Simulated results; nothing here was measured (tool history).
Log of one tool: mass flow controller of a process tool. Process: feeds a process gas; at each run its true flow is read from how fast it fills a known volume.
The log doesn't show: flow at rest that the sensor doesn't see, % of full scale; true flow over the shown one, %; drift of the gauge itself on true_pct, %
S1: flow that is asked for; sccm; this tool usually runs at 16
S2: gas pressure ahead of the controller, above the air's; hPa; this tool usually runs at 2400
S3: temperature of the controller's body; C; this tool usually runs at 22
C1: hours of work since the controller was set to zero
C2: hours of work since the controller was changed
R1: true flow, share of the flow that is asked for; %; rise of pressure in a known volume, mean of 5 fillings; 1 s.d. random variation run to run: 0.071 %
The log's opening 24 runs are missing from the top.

{"run": 25, "hour": 2813.5, "S1": 10, "S2": 1610, "S3": 24, "C1": 2812, "C2": 2812, "R1": 99.13}
{"run": 26, "hour": 2893.3, "S1": 10, "S2": 1610, "S3": 24, "C1": 2844, "C2": 2844, "R1": 99.09}
{"run": 27, "hour": 3021.4, "S1": 8, "S2": 2400, "S3": 26, "C1": 2896, "C2": 2896, "R1": 99.17}
{"run": 28, "hour": 3149.4, "S1": 8, "S2": 2400, "S3": 26, "C1": 2948, "C2": 2948, "R1": 99.07}
{"run": 29, "hour": 3241.7, "S1": 8, "S2": 2400, "S3": 26, "C1": 2985, "C2": 2985, "R1": 99.27}
{"run": 30, "hour": 3309.7, "S1": 8, "S2": 2400, "S3": 26, "C1": 3013, "C2": 3013, "R1": 99.08}
{"run": 31, "hour": 3419.9, "S1": 8, "S2": 2400, "S3": 26, "C1": 3058, "C2": 3058, "R1": 99.3}
{"run": 32, "hour": 3555.4, "S1": 8, "S2": 2400, "S3": 26, "C1": 3112, "C2": 3112, "R1": 99.17}
{"run": 33, "hour": 3680.1, "S1": 8, "S2": 2400, "S3": 26, "C1": 3163, "C2": 3163, "R1": 99.1}
{"run": 34, "hour": 3766.3, "S1": 3, "S2": 1820, "S3": 23, "C1": 3198, "C2": 3198, "R1": 101.68}
{"run": 35, "hour": 3916.7, "S1": 3, "S2": 1820, "S3": 23, "C1": 3259, "C2": 3259, "R1": 101.73}
{"run": 36, "hour": 4038.0, "S1": 3, "S2": 1820, "S3": 23, "C1": 3308, "C2": 3308, "R1": 101.68}
{"run": 37, "hour": 4109.2, "S1": 3, "S2": 1890, "S3": 21, "C1": 3337, "C2": 3337, "R1": 101.94}
{"run": 38, "hour": 4260.8, "S1": 3, "S2": 1890, "S3": 21, "C1": 3398, "C2": 3398, "R1": 102.1}
{"run": 39, "hour": 4366.5, "S1": 6, "S2": 2400, "S3": 37, "C1": 3441, "C2": 3441, "R1": 98.52}
{"run": 40, "hour": 4484.2, "S1": 6, "S2": 2400, "S3": 37, "C1": 3489, "C2": 3489, "R1": 98.44}
{"run": 41, "hour": 4631.7, "S1": 13, "S2": 2620, "S3": 23, "C1": 3549, "C2": 3549, "R1": 99.7}
{"run": 42, "hour": 4713.9, "S1": 9, "S2": 2660, "S3": 22, "C1": 3582, "C2": 3582, "R1": 99.7}
{"run": 43, "hour": 4823.7, "S1": 18, "S2": 2660, "S3": 22, "C1": 3626, "C2": 3626, "R1": 99.85}
{"run": 44, "hour": 4887.6, "S1": 5, "S2": 2690, "S3": 22, "C1": 3652, "C2": 3652, "R1": 100.69}

Forecast each of these 4 alternatives for the next run:
{"run": "A", "hour": 4967.8, "S1": 8, "S2": 2400, "S3": 31, "C1": 3685, "C2": 3685, "R1": "?"}
{"run": "B", "hour": 4967.8, "S1": 16, "S2": 2400, "S3": 34, "C1": 3685, "C2": 3685, "R1": "?"}
{"run": "C", "hour": 4967.8, "S1": 13, "S2": 1650, "S3": 22, "C1": 3685, "C2": 3685, "R1": "?"}
{"run": "D", "hour": 4967.8, "S1": 5, "S2": 1890, "S3": 23, "C1": 3685, "C2": 3685, "R1": "?"}

run=A R1=98.76
run=B R1=98.58
run=C R1=99.45
run=D R1=100.32
Stripped of hidden state, with their random variation kept, the same runs would have yielded:
run=A R1=98.01
run=B R1=98.78
run=C R1=99.43
run=D R1=98.43
